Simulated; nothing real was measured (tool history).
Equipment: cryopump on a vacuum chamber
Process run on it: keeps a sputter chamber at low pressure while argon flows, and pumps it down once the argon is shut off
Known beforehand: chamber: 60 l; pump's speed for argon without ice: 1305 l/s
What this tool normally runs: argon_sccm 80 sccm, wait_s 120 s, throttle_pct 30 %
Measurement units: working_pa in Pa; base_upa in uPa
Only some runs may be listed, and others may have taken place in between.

| run | day | argon_sccm | wait_s | throttle_pct | working_pa | base_upa |
|---|---|---|---|---|---|---|
| 1 | 0 | 80 | 120 | 30 | 0.3623 | 1.6 |
| 2 | 3.967 | 80 | 120 | 30 | 0.364 | 1.63 |
| 3 | 7.679 | 80 | 120 | 30 | 0.3685 | 1.71 |
|  | 9.958 | pump warmed up, emptied and cooled again |
| 4 | 12.346 | 80 | 120 | 30 | 0.3508 | 1.59 |
| 5 | 16.083 | 80 | 120 | 30 | 0.351 | 1.68 |
| 6 | 19.088 | 80 | 120 | 30 | 0.3547 | 1.72 |
| 7 | 23.475 | 80 | 120 | 30 | 0.3584 | 1.74 |
| 8 | 27.304 | 80 | 120 | 30 | 0.3601 | 1.76 |
| 9 | 30.775 | 80 | 120 | 30 | 0.3656 | 1.9 |
|  | 34.867 | pump warmed up, emptied and cooled again |
| 10 | 34.938 | 80 | 120 | 30 | 0.347 | 1.72 |
| 11 | 37.496 | 80 | 120 | 30 | 0.3467 | 1.79 |
| 12 | 39.767 | 80 | 120 | 30 | 0.3493 | 1.8 |
| 13 | 42.225 | 80 | 120 | 30 | 0.3511 | 1.79 |
| 14 | 45.067 | 80 | 269 | 30 | 0.3556 | 1.39 |
| 15 | 47.817 | 80 | 269 | 30 | 0.3607 | 1.42 |
| 16 | 51.925 | 80 | 22 | 30 | 0.3597 | 5.66 |
| 17 | 55.742 | 119 | 20 | 30 | 0.5392 | 6.35 |
| 18 | 58.254 | 119 | 20 | 30 | 0.544 | 6.41 |
|  | 59.804 | pump warmed up, emptied and cooled again |
| 19 | 61.796 | 119 | 20 | 30 | 0.5233 | 6.07 |
| 20 | 64.433 | 80 | 123 | 42 | 0.255 | 1.95 |
| 21 | 68.038 | 78 | 105 | 15 | 0.684 | 2.13 |
| 22 | 70.508 | 45 | 120 | 30 | 0.1998 | 2.07 |
| 23 | 73.088 | 88 | 25 | 30 | 0.3976 | 5.32 |
| 24 | 77.517 | 63 | 25 | 30 | 0.2852 | 5.44 |
| 25 | 80.908 | 63 | 25 | 30 | 0.29 | 5.38 |
| 26 | 83.104 | 160 | 71 | 38 | 0.5916 | 2.81 |
|  | 84.767 | pump warmed up, emptied and cooled again |
| 27 | 86.417 | 160 | 71 | 38 | 0.5518 | 2.57 |
| 28 | 90.354 | 129 | 158 | 15 | 1.1242 | 1.88 |
| 29 | 92.438 | 39 | 50 | 49 | 0.1079 | 3.25 |

For each run, the measured value with the value that run would have given without the tool's hidden condition subtracted. The run-to-run variation is shared by both, the gauge scatter possibly not:
The tool's hidden condition here consists of: pump's speed, % of a pump's without ice; cold plate's temperature, K; leak into the chamber, uPa l/s; drift of the gauge itself on working_pa, %; drift of the gauge itself on base_upa, %.
| run | working_pa | base_upa |
|---|---|---|
| 1 | +0.0149 | +0.52 |
| 2 | +0.0184 | +0.56 |
| 3 | +0.0226 | +0.63 |
| 4 | +0.0036 | +0.52 |
| 5 | +0.0065 | +0.57 |
| 6 | +0.0089 | +0.61 |
| 7 | +0.0131 | +0.66 |
| 8 | +0.0168 | +0.71 |
| 9 | +0.0207 | +0.79 |
| 10 | +0.0018 | +0.64 |
| 11 | +0.0038 | +0.68 |
| 12 | +0.0055 | +0.71 |
| 13 | +0.0074 | +0.72 |
| 14 | +0.0101 | +0.8 |
| 15 | +0.0127 | +0.81 |
| 16 | +0.0166 | +0.88 |
| 17 | +0.0304 | +0.97 |
| 18 | +0.0343 | +1.01 |
| 19 | +0.0059 | +0.83 |
| 20 | +0.0061 | +0.89 |
| 21 | +0.0087 | +0.93 |
| 22 | +0.0062 | +0.98 |
| 23 | +0.0146 | +1.01 |
| 24 | +0.0138 | +1.1 |
| 25 | +0.0167 | +1.15 |
| 26 | +0.0473 | +1.19 |
| 27 | +0.0082 | +0.97 |
| 28 | +0.0119 | +1.04 |
| 29 | +0.0045 | +1.07 |
